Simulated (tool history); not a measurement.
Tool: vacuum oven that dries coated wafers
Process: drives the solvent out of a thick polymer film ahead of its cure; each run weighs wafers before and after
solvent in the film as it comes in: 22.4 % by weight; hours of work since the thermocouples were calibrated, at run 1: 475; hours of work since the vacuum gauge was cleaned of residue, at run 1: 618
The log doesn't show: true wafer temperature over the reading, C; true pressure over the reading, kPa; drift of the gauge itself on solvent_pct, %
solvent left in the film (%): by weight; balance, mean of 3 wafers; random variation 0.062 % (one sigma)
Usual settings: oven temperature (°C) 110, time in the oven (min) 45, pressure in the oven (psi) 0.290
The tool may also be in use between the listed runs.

| run | hour | oven temperature (°C) | time in the oven (min) | pressure in the oven (psi) | hours of work since the thermocouples were calibrated | hours of work since the vacuum gauge was cleaned of residue | solvent left in the film (%) |
|---|---|---|---|---|---|---|---|
| 1 | 0.0 | 110 | 45 | 0.290 | 475 | 618 | 3.79 |
| 2 | 13.0 | 110 | 45 | 0.290 | 484 | 626 | 3.78 |
| 3 | 34.5 | 110 | 45 | 0.290 | 497 | 639 | 3.79 |
| 4 | 51.6 | 110 | 45 | 0.290 | 507 | 650 | 3.68 |
| 5 | 64.6 | 110 | 45 | 0.290 | 515 | 658 | 3.85 |
| 6 | 89.3 | 110 | 45 | 0.290 | 531 | 673 | 3.88 |
| 7 | 101.4 | 101 | 46 | 0.290 | 538 | 681 | 6.20 |
| 8 | 113.4 | 101 | 46 | 0.290 | 546 | 688 | 6.34 |
| 9 | 128.4 | 101 | 30 | 0.992 | 555 | 697 | 12.82 |
| 10 | 150.0 | 101 | 30 | 0.992 | 568 | 711 | 12.54 |
| 11 | 163.8 | 114 | 45 | 0.290 | 577 | 719 | 2.99 |
| 12 | 185.0 | 114 | 45 | 0.290 | 590 | 732 | 3.04 |

Some steps in solvent left in the film (%) between neighbouring runs. How much of each would the tool show without its hidden state too (settings, what came in, random variation), and how much is left for the hidden state, with any gauge scatter that isn't in both results?
Run 10 -> 11: oven temperature (°C) 101 -> 114, time in the oven (min) 30 -> 45, pressure in the oven (psi) 0.992 -> 0.290. solvent left in the film (%) -9.55: hidden state -0.08, all else -9.47.
